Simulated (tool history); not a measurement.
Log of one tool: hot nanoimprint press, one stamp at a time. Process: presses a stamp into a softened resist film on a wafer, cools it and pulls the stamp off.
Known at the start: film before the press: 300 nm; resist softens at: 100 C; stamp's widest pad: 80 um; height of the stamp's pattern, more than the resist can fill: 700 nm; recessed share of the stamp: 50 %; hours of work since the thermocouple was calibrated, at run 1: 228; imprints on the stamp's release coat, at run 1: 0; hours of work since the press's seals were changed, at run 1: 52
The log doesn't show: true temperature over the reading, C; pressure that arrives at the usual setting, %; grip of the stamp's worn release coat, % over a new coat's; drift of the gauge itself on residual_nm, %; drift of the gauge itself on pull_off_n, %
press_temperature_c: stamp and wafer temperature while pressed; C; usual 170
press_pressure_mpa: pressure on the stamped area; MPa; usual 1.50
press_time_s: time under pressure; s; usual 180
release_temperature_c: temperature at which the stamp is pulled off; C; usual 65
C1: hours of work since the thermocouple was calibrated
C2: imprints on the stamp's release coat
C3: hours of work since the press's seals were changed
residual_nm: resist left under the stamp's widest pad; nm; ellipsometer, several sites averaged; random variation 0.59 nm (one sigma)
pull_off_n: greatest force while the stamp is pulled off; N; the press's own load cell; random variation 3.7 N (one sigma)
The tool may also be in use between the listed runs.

Run 1, hour 0.0: usual settings; C1 228; C2 0; C3 52. Result: residual_nm 137.2 nm, pull_off_n 212 N.
Run 2, hour 12.2: usual settings; C1 233; C2 27; C3 57. Result: residual_nm 137.6 nm, pull_off_n 201 N.
Run 3, hour 23.5: usual settings; C1 238; C2 53; C3 61. Result: residual_nm 137.9 nm, pull_off_n 215 N.
Run 4, hour 38.3: usual settings; C1 244; C2 86; C3 67. Result: residual_nm 137.8 nm, pull_off_n 212 N.
Run 5, hour 53.0: usual settings; C1 250; C2 120; C3 74. Result: residual_nm 137.7 nm, pull_off_n 212 N.
Run 6, hour 70.7: usual settings but release_temperature_c 53 C; C1 258; C2 160; C3 81. Result: residual_nm 137.5 nm, pull_off_n 245 N.
Run 7, hour 83.1: usual settings but press_time_s 95 s; C1 263; C2 188; C3 86. Result: residual_nm 167.4 nm, pull_off_n 216 N.
Run 8, hour 92.3: usual settings but press_time_s 95 s; C1 267; C2 209; C3 90. Result: residual_nm 167.4 nm, pull_off_n 211 N.
Run 9, hour 100.2: usual settings but press_temperature_c 161 C; C1 270; C2 227; C3 93. Result: residual_nm 173.1 nm, pull_off_n 208 N.
Run 10, hour 112.2: usual settings; C1 275; C2 254; C3 98. Result: residual_nm 137.1 nm, pull_off_n 205 N.
Run 11, hour 128.0: usual settings; C1 282; C2 290; C3 105. Result: residual_nm 137.3 nm, pull_off_n 214 N.
Run 12, hour 143.9: usual settings; C1 288; C2 326; C3 112. Result: residual_nm 135.5 nm, pull_off_n 207 N.
Run 13, hour 159.7: usual settings; C1 295; C2 362; C3 118. Result: residual_nm 136.4 nm, pull_off_n 210 N.
Run 14, hour 174.6: usual settings; C1 301; C2 395; C3 124. Result: residual_nm 136.4 nm, pull_off_n 210 N.
Run 15, hour 191.1: usual settings; C1 308; C2 433; C3 131. Result: residual_nm 137.4 nm, pull_off_n 214 N.
Run 16, hour 199.8: usual settings but press_temperature_c 172 C, press_pressure_mpa 1.89 MPa, press_time_s 93 s, release_temperature_c 61 C; C1 311; C2 452; C3 135. Result: residual_nm 141.7 nm, pull_off_n 224 N.
Run 17, hour 216.4: usual settings but press_temperature_c 172 C, press_pressure_mpa 1.89 MPa, press_time_s 93 s, release_temperature_c 61 C; C1 318; C2 490; C3 142. Result: residual_nm 142.5 nm, pull_off_n 221 N.
Run 18, hour 234.0: usual settings but press_pressure_mpa 1.34 MPa, press_time_s 155 s; C1 326; C2 530; C3 149. Result: residual_nm 151.6 nm, pull_off_n 203 N.
Run 19, hour 251.4: usual settings but press_pressure_mpa 1.85 MPa; C1 333; C2 569; C3 156. Result: residual_nm 120.8 nm, pull_off_n 209 N.
Run 20, hour 261.8: usual settings but press_pressure_mpa 1.85 MPa, press_time_s 140 s, release_temperature_c 62 C; C1 337; C2 593; C3 161. Result: residual_nm 131.7 nm, pull_off_n 220 N.
Run 21, hour 273.8: usual settings but press_temperature_c 166 C, press_pressure_mpa 1.85 MPa, press_time_s 173 s, release_temperature_c 60 C; C1 342; C2 620; C3 166. Result: residual_nm 137.4 nm, pull_off_n 226 N.
Run 22, hour 290.8: usual settings but press_temperature_c 166 C, press_pressure_mpa 1.51 MPa, press_time_s 141 s, release_temperature_c 60 C; C1 349; C2 659; C3 173. Result: residual_nm 162.2 nm, pull_off_n 219 N.
Run 23, hour 300.7: usual settings but press_temperature_c 166 C, press_pressure_mpa 1.51 MPa, press_time_s 141 s, release_temperature_c 60 C; C1 354; C2 681; C3 177. Result: residual_nm 162.1 nm, pull_off_n 222 N.
Run 24, hour 317.3: usual settings but press_temperature_c 166 C, press_pressure_mpa 1.51 MPa, press_time_s 141 s, release_temperature_c 60 C; C1 360; C2 719; C3 184. Result: residual_nm 162.1 nm, pull_off_n 225 N.
Run 25, hour 326.0: usual settings but press_temperature_c 178 C, press_pressure_mpa 1.29 MPa, press_time_s 190 s, release_temperature_c 71 C; C1 364; C2 739; C3 188. Result: residual_nm 118.3 nm, pull_off_n 197 N.
Run 26, hour 334.2: usual settings but press_temperature_c 179 C, press_time_s 137 s, release_temperature_c 72 C; C1 368; C2 757; C3 191. Result: residual_nm 117.8 nm, pull_off_n 188 N.
Run 27, hour 351.0: usual settings but press_temperature_c 158 C, press_pressure_mpa 2.40 MPa, press_time_s 106 s, release_temperature_c 72 C; C1 375; C2 795; C3 198. Result: residual_nm 173.6 nm, pull_off_n 189 N.
Run 28, hour 369.0: usual settings but press_temperature_c 176 C, press_pressure_mpa 2.40 MPa, press_time_s 353 s, release_temperature_c 72 C; C1 382; C2 836; C3 205. Result: residual_nm 68.5 nm, pull_off_n 189 N.
At hour 378.8: gauge calibrated.
Run 29, hour 383.2: usual settings but press_temperature_c 176 C, press_pressure_mpa 2.40 MPa, press_time_s 353 s, release_temperature_c 72 C; C1 388; C2 868; C3 211. Result: residual_nm 69.9 nm, pull_off_n 188 N.
Run 30, hour 397.2: usual settings but press_temperature_c 163 C; C1 394; C2 900; C3 217. Result: residual_nm 165.3 nm, pull_off_n 217 N.

Forecast each of these 3 alternatives for the next run:
Run A, hour 410.4: usual settings but press_pressure_mpa 1.36 MPa; C1 399; C2 930; C3 223. Result: residual_nm ?, pull_off_n ?.
Run B, hour 410.4: usual settings but press_temperature_c 163 C, press_time_s 113 s, release_temperature_c 62 C; C1 399; C2 930; C3 223. Result: residual_nm ?, pull_off_n ?.
Run C, hour 410.4: usual settings but press_pressure_mpa 1.41 MPa; C1 399; C2 930; C3 223. Result: residual_nm ?, pull_off_n ?.

run  residual_nm  pull_off_n
  A        145.1         205
  B        189.0         220
  C        141.7         217
Without the tool's hidden state the same runs would have given:
run  residual_nm  pull_off_n
  A        145.2         204
  B        189.1         219
  C        141.8         216

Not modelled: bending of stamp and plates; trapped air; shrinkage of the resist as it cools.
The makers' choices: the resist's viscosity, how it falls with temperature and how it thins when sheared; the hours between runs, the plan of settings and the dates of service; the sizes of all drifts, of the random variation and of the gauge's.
